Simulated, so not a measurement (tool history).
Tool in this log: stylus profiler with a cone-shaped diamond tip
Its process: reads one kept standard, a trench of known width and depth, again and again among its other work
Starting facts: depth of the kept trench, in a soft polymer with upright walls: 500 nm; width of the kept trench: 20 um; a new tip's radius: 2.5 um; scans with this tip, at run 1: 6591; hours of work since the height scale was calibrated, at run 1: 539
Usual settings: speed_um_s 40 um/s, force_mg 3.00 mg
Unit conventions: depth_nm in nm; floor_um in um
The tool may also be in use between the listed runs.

| run | hour | speed_um_s | force_mg | scans with this tip | hours of work since the height scale was calibrated | depth_nm | floor_um |
|---|---|---|---|---|---|---|---|
| 1 | 0.0 | 40 | 3.00 | 6591 | 539 | 505.48 | 16.56 |
| 2 | 16.6 | 40 | 3.00 | 6700 | 548 | 505.81 | 16.56 |
| 3 | 50.7 | 40 | 3.00 | 6924 | 566 | 505.70 | 16.56 |
| 4 | 79.7 | 40 | 3.00 | 7114 | 582 | 505.67 | 16.52 |
| 5 | 106.7 | 40 | 3.00 | 7292 | 596 | 505.57 | 16.48 |
| 6 | 129.3 | 40 | 3.00 | 7440 | 608 | 505.94 | 16.50 |
| 7 | 163.8 | 40 | 1.09 | 7667 | 627 | 503.13 | 16.40 |
| 8 | 189.2 | 40 | 1.09 | 7834 | 640 | 503.38 | 16.36 |
| 9 | 206.9 | 40 | 1.09 | 7950 | 650 | 503.41 | 16.40 |
| 10 | 223.5 | 40 | 3.00 | 8059 | 659 | 505.98 | 16.47 |
| 11 | 242.2 | 40 | 3.00 | 8182 | 669 | 505.91 | 16.46 |
| 12 | 269.9 | 40 | 3.00 | 8364 | 684 | 506.00 | 16.50 |
| 13 | 294.6 | 40 | 3.00 | 8526 | 697 | 505.62 | 16.39 |
| 14 | 326.8 | 40 | 1.31 | 8737 | 714 | 504.07 | 16.38 |
| 15 | 348.8 | 40 | 2.67 | 8882 | 726 | 505.53 | 16.40 |
| 16 | 368.3 | 40 | 2.43 | 9010 | 737 | 505.42 | 16.42 |
| 17 | 399.6 | 40 | 2.43 | 9216 | 754 | 505.51 | 16.36 |
| 18 | 418.6 | 40 | 3.00 | 9341 | 764 | 505.94 | 16.43 |
| 19 | 440.6 | 40 | 3.00 | 9485 | 776 | 506.00 | 16.37 |
| 20 | 460.5 | 40 | 3.00 | 9616 | 786 | 505.98 | 16.39 |
| 21 | 482.3 | 13 | 3.00 | 9759 | 798 | 506.11 | 16.43 |
| 22 | 507.6 | 101 | 3.00 | 9925 | 812 | 506.04 | 16.19 |
| 23 | 523.8 | 101 | 1.51 | 10032 | 820 | 504.50 | 16.13 |
| 24 | 543.0 | 40 | 3.00 | 10158 | 831 | 506.20 | 16.37 |
|  | 545.8 | height scale calibrated on a step standard |
| 25 | 573.0 | 40 | 3.00 | 10352 | 15 | 506.66 | 16.33 |
| 26 | 590.7 | 65 | 4.11 | 10468 | 24 | 507.77 | 16.32 |
|  | 597.3 | height scale calibrated on a step standard, once more |
| 27 | 612.4 | 79 | 8.94 | 10607 | 8 | 509.33 | 16.35 |
| 28 | 639.0 | 33 | 4.07 | 10782 | 22 | 505.71 | 16.33 |
| 29 | 673.9 | 18 | 4.07 | 11011 | 41 | 505.74 | 16.35 |
| 30 | 704.8 | 84 | 1.01 | 11214 | 58 | 502.54 | 16.03 |
| 31 | 731.7 | 129 | 2.13 | 11391 | 72 | 503.78 | 16.04 |
| 32 | 752.1 | 10 | 2.62 | 11525 | 83 | 504.50 | 16.36 |
| 33 | 783.4 | 10 | 2.62 | 11731 | 100 | 504.49 | 16.37 |
| 34 | 817.7 | 10 | 2.62 | 11956 | 118 | 504.50 | 16.31 |
| 35 | 841.6 | 22 | 4.04 | 12113 | 131 | 505.95 | 16.32 |
| 36 | 857.8 | 22 | 4.04 | 12219 | 140 | 505.88 | 16.31 |
| 37 | 884.1 | 22 | 4.04 | 12392 | 154 | 506.06 | 16.31 |
| 38 | 898.8 | 46 | 4.15 | 12489 | 162 | 505.78 | 16.23 |
| 39 | 920.6 | 13 | 5.19 | 12632 | 174 | 507.02 | 16.34 |
| 40 | 948.9 | 13 | 5.19 | 12818 | 189 | 507.11 | 16.21 |
| 41 | 968.9 | 28 | 8.55 | 12950 | 200 | 509.49 | 16.31 |

Predict the results of run 42:
| 42 | 1003.5 | 47 | 7.43 | 13177 | 218 | ? | ? |

{"run 42": {"depth_nm": 508.85, "floor_um": 16.2}}
The same run, on a tool lacking any hidden state, would have yielded depth_nm 508.42 nm, floor_um 16.89 um.
